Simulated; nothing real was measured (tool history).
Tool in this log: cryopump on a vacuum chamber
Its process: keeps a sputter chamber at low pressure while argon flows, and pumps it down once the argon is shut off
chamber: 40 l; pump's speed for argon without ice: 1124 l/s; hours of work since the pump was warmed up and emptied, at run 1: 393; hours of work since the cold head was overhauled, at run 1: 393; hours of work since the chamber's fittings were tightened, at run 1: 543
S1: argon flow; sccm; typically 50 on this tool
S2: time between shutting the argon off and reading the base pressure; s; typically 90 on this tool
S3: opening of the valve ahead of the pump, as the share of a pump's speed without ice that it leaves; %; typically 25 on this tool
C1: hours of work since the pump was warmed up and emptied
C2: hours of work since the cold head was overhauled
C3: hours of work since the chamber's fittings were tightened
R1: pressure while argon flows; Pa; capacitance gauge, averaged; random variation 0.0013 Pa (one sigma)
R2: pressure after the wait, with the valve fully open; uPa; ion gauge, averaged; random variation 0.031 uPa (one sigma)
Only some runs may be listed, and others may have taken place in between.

run,hour,S1,S2,S3,C1,C2,C3,R1,R2
1,0.0,50,90,25,393,393,543,0.3189,2.17
2,20.5,50,90,25,409,409,558,0.3187,2.12
3,39.8,50,90,25,424,424,573,0.3209,2.21
4,51.4,50,73,25,433,433,582,0.3240,2.51
# hour 59.6: pump warmed up, emptied and cooled again
5,76.8,50,73,25,13,448,598,0.3026,2.32
6,96.1,50,90,57,28,463,613,0.1330,2.05
7,114.9,50,112,57,42,477,627,0.1346,1.79
8,132.1,63,25,26,56,491,640,0.3675,5.74
9,152.7,63,80,21,71,506,656,0.4571,2.22
10,166.4,63,80,21,82,517,667,0.4547,2.27
11,187.1,37,98,57,98,533,682,0.0999,1.99
12,204.0,34,77,34,111,546,695,0.1548,2.35
13,221.0,29,90,38,124,559,708,0.1175,2.12
14,239.3,29,90,38,138,573,722,0.1178,2.09

Each row is a separate what-if for the run after 14, all from the same tool condition, not one after another. Results?
A,258.3,50,90,27,152,587,737,?,?
B,258.3,29,204,38,152,587,737,?,?
C,258.3,66,90,38,152,587,737,?,?
D,258.3,29,90,21,152,587,737,?,?

run,R1,R2
A,0.2840,2.11
B,0.1182,1.44
C,0.2689,2.09
D,0.2112,2.20
With the hidden condition removed and each run's random variation left untouched, the same runs would have given:
run,R1,R2
A,0.2776,1.56
B,0.1145,0.86
C,0.2603,1.54
D,0.2075,1.62

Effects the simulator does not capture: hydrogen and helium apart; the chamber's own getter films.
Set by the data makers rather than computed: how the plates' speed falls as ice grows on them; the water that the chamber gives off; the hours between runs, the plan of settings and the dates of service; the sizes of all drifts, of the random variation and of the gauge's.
